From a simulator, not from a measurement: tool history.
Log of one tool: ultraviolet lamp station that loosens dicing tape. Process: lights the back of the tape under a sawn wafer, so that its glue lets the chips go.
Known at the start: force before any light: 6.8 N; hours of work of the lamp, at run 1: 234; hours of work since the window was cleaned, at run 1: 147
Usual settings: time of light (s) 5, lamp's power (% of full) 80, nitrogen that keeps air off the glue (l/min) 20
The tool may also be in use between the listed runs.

run	day	time of light (s)	lamp's power (% of full)	nitrogen that keeps air off the glue (l/min)	hours of work of the lamp	hours of work since the window was cleaned	force that peels the tape off (N)	light that reached the tape (J/m2)
1	0	5	80	20	234	147	0.728	4880
2	0.512	5	80	20	239	152	0.745	4800
3	1.096	5	78	20	245	158	0.756	4740
4	1.671	5	80	7	251	163	1.443	4830
5	2.325	2	80	20	257	170	2.656	1920
6	2.679	5	89	20	261	173	0.586	5350
7	3.171	5	80	20	266	178	0.739	4820
8	3.75	5	80	20	271	184	0.73	4790
9	4.317	5	80	20	277	189	0.764	4780
10	4.958	5	80	20	283	196	0.756	4850
11	5.538	5	80	20	289	201	0.762	4730
12	6.192	5	80	20	295	208	0.804	4630
13	6.75	6	80	20	301	213	0.524	5630
14	7.067	6	80	20	304	216	0.528	5640
15	7.396	6	80	20	307	220	0.536	5630
16	7.996	6	80	20	313	225	0.533	5590
17	8.567	6	69	20	319	231	0.711	4790
18	9.233	5	80	20	325	238	0.768	4600
19	9.796	5	80	20	331	243	0.777	4610
20	10.412	5	80	20	337	249	0.817	4640
21	10.971	5	80	20	342	255	0.801	4630
22	11.55	5	86	20	348	260	0.696	4970
23	12.012	7	80	20	352	265	0.386	6350
24	12.408	7	91	28	356	269	0.257	7360
25	13.096	7	91	28	363	275	0.249	7290
26	13.567	4	72	28	368	280	1.191	3270
27	14.117	4	79	14	373	285	1.512	3580
28	14.733	7	72	36	379	292	0.36	5710
29	15.096	7	72	36	383	295	0.351	5700
30	15.771	2	83	22	389	302	2.648	1860
31	16.396	2	82	17	395	308	2.773	1840
32	16.75	3	85	35	399	311	1.33	2890
33	17.1	6	86	35	402	315	0.351	5800
34	17.688	10	92	7	408	321	0.362	10350
35	18.388	7	84	10	415	327	0.644	6570
36	18.971	7	84	10	421	333	0.686	6600
37	19.375	7	84	10	425	337	0.663	6540
38	19.708	7	95	10	428	340	0.536	7420
39	20.346	2	65	20	434	347	3.447	1460
40	20.871	4	65	20	439	352	1.675	2840
41	21.292	4	65	20	444	356	1.653	2860
42	21.762	4	65	20	448	361	1.689	2860
43	22.346	4	65	20	454	366	1.776	2840
44	22.729	4	65	19	458	370	1.759	2860
45	23.371	3	80	20	464	376	1.9	2640

3 ways to go on from here, each from the tool as it stands after run 45. What would each give?
A	23.917	5	69	31	469	382	?	?
B	23.917	5	88	20	469	382	?	?
C	23.917	6	64	20	469	382	?	?

run	force that peels the tape off (N)	light that reached the tape (J/m2)
A	0.882	3710
B	0.744	4800
C	0.953	4220
Without the tool's hidden state the same runs would have given:
run	force that peels the tape off (N)	light that reached the tape (J/m2)
A	0.576	4630
B	0.475	5970
C	0.628	5250
